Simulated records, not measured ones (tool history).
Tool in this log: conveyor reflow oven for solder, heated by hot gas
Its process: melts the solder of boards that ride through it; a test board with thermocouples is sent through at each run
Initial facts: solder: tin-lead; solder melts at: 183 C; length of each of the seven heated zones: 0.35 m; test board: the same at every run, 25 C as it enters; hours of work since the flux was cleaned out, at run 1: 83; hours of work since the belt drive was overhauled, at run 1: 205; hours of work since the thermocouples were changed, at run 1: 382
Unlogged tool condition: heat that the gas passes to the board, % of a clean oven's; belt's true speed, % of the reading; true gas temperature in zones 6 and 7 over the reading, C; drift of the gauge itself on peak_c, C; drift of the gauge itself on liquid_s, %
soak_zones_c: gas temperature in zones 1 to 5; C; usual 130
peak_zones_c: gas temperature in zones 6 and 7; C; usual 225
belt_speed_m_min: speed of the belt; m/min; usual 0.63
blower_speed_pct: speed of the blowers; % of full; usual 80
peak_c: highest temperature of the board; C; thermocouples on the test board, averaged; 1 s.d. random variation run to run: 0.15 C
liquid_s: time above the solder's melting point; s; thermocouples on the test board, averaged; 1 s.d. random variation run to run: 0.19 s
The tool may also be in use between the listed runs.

| run | hour | soak_zones_c | peak_zones_c | belt_speed_m_min | blower_speed_pct | hours of work since the flux was cleaned out | hours of work since the belt drive was overhauled | hours of work since the thermocouples were changed | peak_c | liquid_s |
|---|---|---|---|---|---|---|---|---|---|---|
| 1 | 0 | 130 | 225 | 0.63 | 80 | 83 | 205 | 382 | 205.2 | 37.3 |
| 2 | 30.3 | 130 | 225 | 0.63 | 80 | 103 | 224 | 402 | 205.3 | 36.9 |
| 3 | 45.7 | 130 | 225 | 0.63 | 80 | 113 | 234 | 412 | 205.5 | 37.1 |
| 4 | 61.8 | 130 | 225 | 0.63 | 80 | 123 | 245 | 422 | 205.3 | 36.8 |
| 5 | 76.4 | 130 | 225 | 0.63 | 80 | 133 | 254 | 431 | 205.2 | 36.9 |
| 6 | 93.6 | 130 | 225 | 0.63 | 80 | 144 | 265 | 442 | 204.9 | 36.8 |
| 7 | 119.4 | 130 | 225 | 0.63 | 80 | 160 | 282 | 459 | 204.9 | 37.3 |
| 8 | 133.3 | 130 | 228 | 0.63 | 80 | 169 | 291 | 468 | 207.1 | 39.4 |
| 9 | 161.6 | 130 | 228 | 0.63 | 80 | 187 | 309 | 486 | 207.3 | 39 |
| 10 | 183.6 | 130 | 228 | 0.63 | 80 | 202 | 323 | 500 | 207.1 | 38.6 |
| 11 | 217.7 | 130 | 217 | 0.63 | 80 | 224 | 345 | 522 | 198.1 | 28.9 |
| 12 | 248.9 | 130 | 217 | 0.63 | 80 | 244 | 365 | 542 | 197.7 | 28.9 |
|  | 267 | flux residue cleaned out of gas plates and filters |
| 13 | 271.5 | 130 | 217 | 0.63 | 80 | 3 | 376 | 554 | 196.5 | 26.4 |
| 14 | 303.9 | 130 | 225 | 0.643 | 80 | 24 | 397 | 575 | 201.9 | 32.7 |
| 15 | 331.9 | 130 | 238 | 0.63 | 80 | 42 | 415 | 593 | 213.4 | 43.8 |
|  | 343.2 | flux residue cleaned out of gas plates and filters, once more |
| 16 | 355.5 | 130 | 238 | 0.63 | 80 | 8 | 427 | 605 | 217.6 | 47.7 |
| 17 | 377.7 | 122 | 214 | 0.63 | 80 | 22 | 441 | 619 | 195.7 | 24.9 |
| 18 | 393 | 130 | 240 | 0.63 | 81 | 32 | 451 | 629 | 219.6 | 49 |
| 19 | 408 | 130 | 240 | 0.63 | 81 | 42 | 461 | 638 | 219.6 | 49.3 |
| 20 | 424.4 | 130 | 240 | 0.63 | 81 | 52 | 471 | 649 | 219.1 | 48.7 |
| 21 | 457 | 129 | 225 | 0.669 | 90 | 73 | 492 | 670 | 205.9 | 35.4 |
| 22 | 475.4 | 130 | 225 | 0.672 | 56 | 85 | 504 | 682 | 198.2 | 26.1 |
| 23 | 499.7 | 130 | 225 | 0.617 | 82 | 101 | 520 | 697 | 206.9 | 40.4 |
| 24 | 527.5 | 117 | 228 | 0.63 | 72 | 119 | 538 | 715 | 204 | 32.8 |
| 25 | 542 | 117 | 228 | 0.627 | 70 | 128 | 547 | 725 | 203.7 | 32.5 |
| 26 | 571.7 | 117 | 228 | 0.627 | 70 | 147 | 566 | 744 | 203.4 | 32 |
|  | 601.4 | thermocouples of zones 6 and 7 changed |
| 27 | 601.4 | 130 | 221 | 0.604 | 85 | 165 | 584 | 0 | 203.4 | 38.2 |
| 28 | 627.8 | 130 | 228 | 0.604 | 85 | 182 | 601 | 17 | 209.1 | 43.5 |
| 29 | 657.6 | 141 | 231 | 0.66 | 80 | 201 | 620 | 36 | 209.8 | 43 |
| 30 | 672.6 | 141 | 231 | 0.66 | 80 | 211 | 630 | 46 | 210.1 | 43 |
| 31 | 705.5 | 141 | 231 | 0.66 | 80 | 232 | 651 | 67 | 209.7 | 42.8 |

Here are 4 independent what-if runs from the current tool condition. What would each one return?
| A | 732.3 | 141 | 217 | 0.672 | 80 | 249 | 668 | 84 | ? | ? |
| B | 732.3 | 130 | 225 | 0.63 | 79 | 249 | 668 | 84 | ? | ? |
| C | 732.3 | 136 | 225 | 0.633 | 61 | 249 | 668 | 84 | ? | ? |
| D | 732.3 | 143 | 227 | 0.562 | 80 | 249 | 668 | 84 | ? | ? |

| run | peak_c | liquid_s |
|---|---|---|
| A | 197.9 | 29.3 |
| B | 203.9 | 35.7 |
| C | 201.5 | 34.2 |
| D | 211.9 | 54.2 |
With no hidden state in the tool, these same runs would have given:
| run | peak_c | liquid_s |
|---|---|---|
| A | 199.6 | 31.5 |
| B | 205.9 | 37.5 |
| C | 203.1 | 35.8 |
| D | 213.5 | 55 |
